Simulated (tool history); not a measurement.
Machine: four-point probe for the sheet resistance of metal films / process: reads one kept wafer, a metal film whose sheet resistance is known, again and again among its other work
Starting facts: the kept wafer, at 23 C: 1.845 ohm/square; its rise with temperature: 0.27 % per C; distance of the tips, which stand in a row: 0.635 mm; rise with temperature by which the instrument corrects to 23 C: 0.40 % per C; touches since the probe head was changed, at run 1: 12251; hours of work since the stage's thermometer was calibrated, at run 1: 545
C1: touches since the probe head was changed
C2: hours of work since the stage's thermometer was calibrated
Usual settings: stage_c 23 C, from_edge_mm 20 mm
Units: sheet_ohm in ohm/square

run 1 hour=0.0 | stage_c=23 from_edge_mm=20 | C1=12251 C2=545 | sheet_ohm=1.851415
run 2 hour=14.1 | stage_c=23 from_edge_mm=20 | C1=12659 C2=550 | sheet_ohm=1.851725
run 3 hour=25.0 | stage_c=23 from_edge_mm=23 | C1=12974 C2=555 | sheet_ohm=1.851025
run 4 hour=43.2 | stage_c=23 from_edge_mm=4 | C1=13501 C2=562 | sheet_ohm=1.875679
run 5 hour=54.7 | stage_c=23 from_edge_mm=20 | C1=13835 C2=567 | sheet_ohm=1.851909
run 6 hour=71.0 | stage_c=19 from_edge_mm=20 | C1=14305 C2=573 | sheet_ohm=1.862130
run 7 hour=89.2 | stage_c=19 from_edge_mm=20 | C1=14833 C2=581 | sheet_ohm=1.861517
run 8 hour=98.8 | stage_c=23 from_edge_mm=8 | C1=15112 C2=584 | sheet_ohm=1.857483
run 9 hour=113.3 | stage_c=23 from_edge_mm=8 | C1=15530 C2=590 | sheet_ohm=1.857863
run 10 hour=125.7 | stage_c=23 from_edge_mm=11 | C1=15890 C2=595 | sheet_ohm=1.854465
run 11 hour=145.2 | stage_c=19 from_edge_mm=20 | C1=16455 C2=603 | sheet_ohm=1.862105
run 12 hour=162.0 | stage_c=19 from_edge_mm=20 | C1=16941 C2=610 | sheet_ohm=1.862234
run 13 hour=174.3 | stage_c=23 from_edge_mm=13 | C1=17298 C2=615 | sheet_ohm=1.853919
run 14 hour=183.8 | stage_c=23 from_edge_mm=24 | C1=17573 C2=619 | sheet_ohm=1.852521
run 15 hour=205.7 | stage_c=23 from_edge_mm=24 | C1=18207 C2=627 | sheet_ohm=1.853332
run 16 hour=224.9 | stage_c=23 from_edge_mm=24 | C1=18763 C2=635 | sheet_ohm=1.853210
run 17 hour=236.1 | stage_c=30 from_edge_mm=16 | C1=19086 C2=640 | sheet_ohm=1.837558
run 18 hour=249.8 | stage_c=18 from_edge_mm=5 | C1=19483 C2=645 | sheet_ohm=1.880873
run 19 hour=269.9 | stage_c=31 from_edge_mm=58 | C1=20065 C2=653 | sheet_ohm=1.833499
run 20 hour=284.7 | stage_c=31 from_edge_mm=58 | C1=20493 C2=659 | sheet_ohm=1.834267
run 21 hour=305.6 | stage_c=31 from_edge_mm=5 | C1=21099 C2=668 | sheet_ohm=1.849660
run 22 hour=319.4 | stage_c=19 from_edge_mm=29 | C1=21498 C2=673 | sheet_ohm=1.863008
run 23 hour=339.5 | stage_c=34 from_edge_mm=16 | C1=22080 C2=681 | sheet_ohm=1.828908
run 24 hour=350.3 | stage_c=19 from_edge_mm=4 | C1=22393 C2=686 | sheet_ohm=1.888049
run 25 hour=368.6 | stage_c=33 from_edge_mm=8 | C1=22922 C2=693 | sheet_ohm=1.836422
run 26 hour=383.0 | stage_c=25 from_edge_mm=4 | C1=23338 C2=699 | sheet_ohm=1.873207
run 27 hour=400.7 | stage_c=25 from_edge_mm=4 | C1=23853 C2=706 | sheet_ohm=1.873167
run 28 hour=410.3 | stage_c=27 from_edge_mm=22 | C1=24129 C2=710 | sheet_ohm=1.844740
run 29 hour=427.7 | stage_c=28 from_edge_mm=20 | C1=24632 C2=717 | sheet_ohm=1.842143

Measured less the same run without the tool's hidden state. The same run-to-run variation is in both; the gauge's scatter may not be:
Hidden state at play: inner tips' distance over the nominal, %; tips' flats over new ones', %; wafer's true temperature over the reading, C; drift of the gauge itself on sheet_ohm, %.
run=1 sheet_ohm=+0.005378
run=2 sheet_ohm=+0.005487
run=3 sheet_ohm=+0.005560
run=4 sheet_ohm=+0.005747
run=5 sheet_ohm=+0.005762
run=6 sheet_ohm=+0.005929
run=7 sheet_ohm=+0.006057
run=8 sheet_ohm=+0.006114
run=9 sheet_ohm=+0.006223
run=10 sheet_ohm=+0.006298
run=11 sheet_ohm=+0.006470
run=12 sheet_ohm=+0.006591
run=13 sheet_ohm=+0.006633
run=14 sheet_ohm=+0.006698
run=15 sheet_ohm=+0.006860
run=16 sheet_ohm=+0.007002
run=17 sheet_ohm=+0.006998
run=18 sheet_ohm=+0.007296
run=19 sheet_ohm=+0.007220
run=20 sheet_ohm=+0.007334
run=21 sheet_ohm=+0.007528
run=22 sheet_ohm=+0.007718
run=23 sheet_ohm=+0.007678
run=24 sheet_ohm=+0.008042
run=25 sheet_ohm=+0.007917
run=26 sheet_ohm=+0.008198
run=27 sheet_ohm=+0.008331
run=28 sheet_ohm=+0.008271
run=29 sheet_ohm=+0.008387
